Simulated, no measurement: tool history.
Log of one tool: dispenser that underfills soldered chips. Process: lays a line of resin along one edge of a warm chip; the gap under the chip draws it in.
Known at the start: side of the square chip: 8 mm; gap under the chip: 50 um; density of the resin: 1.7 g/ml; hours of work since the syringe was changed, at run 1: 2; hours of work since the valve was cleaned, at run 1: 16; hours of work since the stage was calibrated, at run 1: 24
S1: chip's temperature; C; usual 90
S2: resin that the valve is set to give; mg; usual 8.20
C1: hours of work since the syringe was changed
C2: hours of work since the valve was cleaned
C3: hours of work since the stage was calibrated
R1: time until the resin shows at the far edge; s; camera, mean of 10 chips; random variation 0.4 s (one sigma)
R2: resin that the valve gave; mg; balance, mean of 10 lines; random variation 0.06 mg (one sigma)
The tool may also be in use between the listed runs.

{"run": 1, "day": 0.0, "S1": 90, "S2": 8.2, "C1": 2, "C2": 16, "C3": 24, "R1": 30.1, "R2": 8.1}
{"run": 2, "day": 0.296, "S1": 87, "S2": 8.2, "C1": 6, "C2": 20, "C3": 29, "R1": 48.2, "R2": 8.08}
{"run": 3, "day": 0.6, "S1": 90, "S2": 8.2, "C1": 11, "C2": 25, "C3": 34, "R1": 56.3, "R2": 8.05}
{"day": 0.658, "done": "new syringe of resin"}
{"run": 4, "day": 0.788, "S1": 90, "S2": 7.68, "C1": 2, "C2": 28, "C3": 36, "R1": 31.2, "R2": 7.55}
{"run": 5, "day": 0.983, "S1": 90, "S2": 10.38, "C1": 5, "C2": 31, "C3": 39, "R1": 36.8, "R2": 10.16}
{"run": 6, "day": 1.325, "S1": 90, "S2": 8.36, "C1": 10, "C2": 36, "C3": 45, "R1": 53.5, "R2": 8.19}
{"day": 1.429, "done": "new syringe of resin"}
{"run": 7, "day": 1.583, "S1": 90, "S2": 8.36, "C1": 2, "C2": 40, "C3": 48, "R1": 32.2, "R2": 8.1}
{"run": 8, "day": 1.792, "S1": 90, "S2": 8.2, "C1": 6, "C2": 43, "C3": 52, "R1": 39.5, "R2": 7.88}
{"run": 9, "day": 2.004, "S1": 90, "S2": 8.2, "C1": 9, "C2": 46, "C3": 55, "R1": 48.8, "R2": 7.99}
{"day": 2.183, "done": "new syringe of resin"}
{"run": 10, "day": 2.25, "S1": 90, "S2": 8.2, "C1": 1, "C2": 50, "C3": 59, "R1": 28.7, "R2": 7.96}
{"run": 11, "day": 2.55, "S1": 80, "S2": 8.2, "C1": 6, "C2": 55, "C3": 63, "R1": 63.8, "R2": 7.92}
{"run": 12, "day": 2.721, "S1": 80, "S2": 8.2, "C1": 8, "C2": 57, "C3": 66, "R1": 76.5, "R2": 7.88}
{"day": 2.946, "done": "new syringe of resin"}
{"run": 13, "day": 2.946, "S1": 80, "S2": 8.2, "C1": 0, "C2": 61, "C3": 69, "R1": 44.4, "R2": 7.91}
{"run": 14, "day": 3.192, "S1": 99, "S2": 10.54, "C1": 4, "C2": 64, "C3": 73, "R1": 22.8, "R2": 10.12}
{"run": 15, "day": 3.446, "S1": 78, "S2": 7.67, "C1": 8, "C2": 68, "C3": 77, "R1": 84.4, "R2": 7.31}
{"run": 16, "day": 3.667, "S1": 78, "S2": 7.67, "C1": 11, "C2": 72, "C3": 80, "R1": 106.0, "R2": 7.25}
{"day": 3.7, "done": "new syringe of resin"}
{"run": 17, "day": 3.833, "S1": 78, "S2": 7.67, "C1": 2, "C2": 74, "C3": 83, "R1": 57.6, "R2": 7.32}
{"run": 18, "day": 3.979, "S1": 85, "S2": 10.26, "C1": 4, "C2": 76, "C3": 85, "R1": 44.7, "R2": 9.81}

How the hidden state differs across the entries between the runs, from the last listed run before each to the first after it:
Between runs 3 and 4: new syringe of resin (day 0.658)
  resin's viscosity, % of fresh resin's: 210.1 -> 114.5; dose that the valve gives, % of what is set: 98.69 -> 98.47; true chip temperature over the reading, C: 0.18 -> 0.19
  measured less the result without the state, R1: +29.1 -> +3.9 s; R2: -0.11 -> -0.12 mg
Between runs 6 and 7: new syringe of resin (day 1.429)
  resin's viscosity, % of fresh resin's: 199.9 -> 117.1; dose that the valve gives, % of what is set: 97.77 -> 97.47; true chip temperature over the reading, C: 0.21 -> 0.22
  measured less the result without the state, R1: +26.7 -> +4.5 s; R2: -0.19 -> -0.21 mg
Between runs 9 and 10: new syringe of resin (day 2.183)
  resin's viscosity, % of fresh resin's: 181.1 -> 106.9; dose that the valve gives, % of what is set: 96.97 -> 96.7; true chip temperature over the reading, C: 0.24 -> 0.25
  measured less the result without the state, R1: +21.6 -> +1.7 s; R2: -0.25 -> -0.27 mg
Between runs 12 and 13: new syringe of resin (day 2.946)
  resin's viscosity, % of fresh resin's: 174.3 -> 102.1; dose that the valve gives, % of what is set: 96.12 -> 95.87; true chip temperature over the reading, C: 0.27 -> 0.28
  measured less the result without the state, R1: +32.2 -> +0.6 s; R2: -0.31 -> -0.34 mg
Between runs 16 and 17: new syringe of resin (day 3.700)
  resin's viscosity, % of fresh resin's: 216 -> 117.5; dose that the valve gives, % of what is set: 95 -> 94.81; true chip temperature over the reading, C: 0.32 -> 0.33
  measured less the result without the state, R1: +56.6 -> +8.5 s; R2: -0.38 -> -0.40 mg
